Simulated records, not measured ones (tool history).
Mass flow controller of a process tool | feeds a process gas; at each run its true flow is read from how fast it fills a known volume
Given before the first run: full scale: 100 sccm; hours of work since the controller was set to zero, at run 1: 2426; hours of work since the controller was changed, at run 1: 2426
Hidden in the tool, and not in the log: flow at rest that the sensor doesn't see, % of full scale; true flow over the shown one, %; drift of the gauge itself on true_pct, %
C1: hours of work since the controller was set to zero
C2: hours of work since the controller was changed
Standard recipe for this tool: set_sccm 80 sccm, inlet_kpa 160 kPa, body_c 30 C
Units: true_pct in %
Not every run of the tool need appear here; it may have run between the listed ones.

{"run": 1, "day": 0.0, "set_sccm": 80, "inlet_kpa": 160, "body_c": 30, "C1": 2426, "C2": 2426, "true_pct": 99.22}
{"run": 2, "day": 3.617, "set_sccm": 80, "inlet_kpa": 160, "body_c": 30, "C1": 2480, "C2": 2480, "true_pct": 99.12}
{"run": 3, "day": 7.883, "set_sccm": 80, "inlet_kpa": 160, "body_c": 30, "C1": 2544, "C2": 2544, "true_pct": 98.99}
{"run": 4, "day": 10.854, "set_sccm": 80, "inlet_kpa": 160, "body_c": 31, "C1": 2588, "C2": 2588, "true_pct": 98.95}
{"run": 5, "day": 13.95, "set_sccm": 80, "inlet_kpa": 160, "body_c": 31, "C1": 2634, "C2": 2634, "true_pct": 98.95}
{"run": 6, "day": 16.729, "set_sccm": 80, "inlet_kpa": 275, "body_c": 30, "C1": 2676, "C2": 2676, "true_pct": 98.56}
{"run": 7, "day": 19.267, "set_sccm": 29, "inlet_kpa": 160, "body_c": 30, "C1": 2714, "C2": 2714, "true_pct": 98.77}
{"run": 8, "day": 21.158, "set_sccm": 57, "inlet_kpa": 160, "body_c": 30, "C1": 2742, "C2": 2742, "true_pct": 98.71}
{"run": 9, "day": 24.683, "set_sccm": 80, "inlet_kpa": 274, "body_c": 30, "C1": 2795, "C2": 2795, "true_pct": 98.52}
{"run": 10, "day": 27.133, "set_sccm": 80, "inlet_kpa": 274, "body_c": 30, "C1": 2831, "C2": 2831, "true_pct": 98.43}
{"run": 11, "day": 30.454, "set_sccm": 15, "inlet_kpa": 145, "body_c": 36, "C1": 2881, "C2": 2881, "true_pct": 99.01}
{"run": 12, "day": 32.208, "set_sccm": 38, "inlet_kpa": 180, "body_c": 39, "C1": 2907, "C2": 2907, "true_pct": 98.26}
{"run": 13, "day": 34.896, "set_sccm": 38, "inlet_kpa": 180, "body_c": 39, "C1": 2947, "C2": 2947, "true_pct": 98.26}
{"run": 14, "day": 38.804, "set_sccm": 16, "inlet_kpa": 181, "body_c": 30, "C1": 3006, "C2": 3006, "true_pct": 98.95}
{"run": 15, "day": 40.721, "set_sccm": 16, "inlet_kpa": 181, "body_c": 30, "C1": 3035, "C2": 3035, "true_pct": 98.95}
{"run": 16, "day": 42.579, "set_sccm": 16, "inlet_kpa": 181, "body_c": 30, "C1": 3062, "C2": 3062, "true_pct": 98.88}
{"run": 17, "day": 44.908, "set_sccm": 18, "inlet_kpa": 237, "body_c": 30, "C1": 3097, "C2": 3097, "true_pct": 98.58}
{"run": 18, "day": 47.771, "set_sccm": 37, "inlet_kpa": 237, "body_c": 21, "C1": 3140, "C2": 3140, "true_pct": 98.55}

Each row is a separate what-if for the run after 18, all from the same tool condition, not one after another. Results?
{"run": "A", "day": 51.938, "set_sccm": 37, "inlet_kpa": 242, "body_c": 21, "C1": 3202, "C2": 3202, "true_pct": "?"}
{"run": "B", "day": 51.938, "set_sccm": 67, "inlet_kpa": 160, "body_c": 30, "C1": 3202, "C2": 3202, "true_pct": "?"}
{"run": "C", "day": 51.938, "set_sccm": 80, "inlet_kpa": 187, "body_c": 31, "C1": 3202, "C2": 3202, "true_pct": "?"}

run=A true_pct=98.44
run=B true_pct=98.64
run=C true_pct=98.77
With the hidden condition removed and each run's random variation left untouched, the same runs would have given:
run=A true_pct=99.01
run=B true_pct=99.46
run=C true_pct=99.64
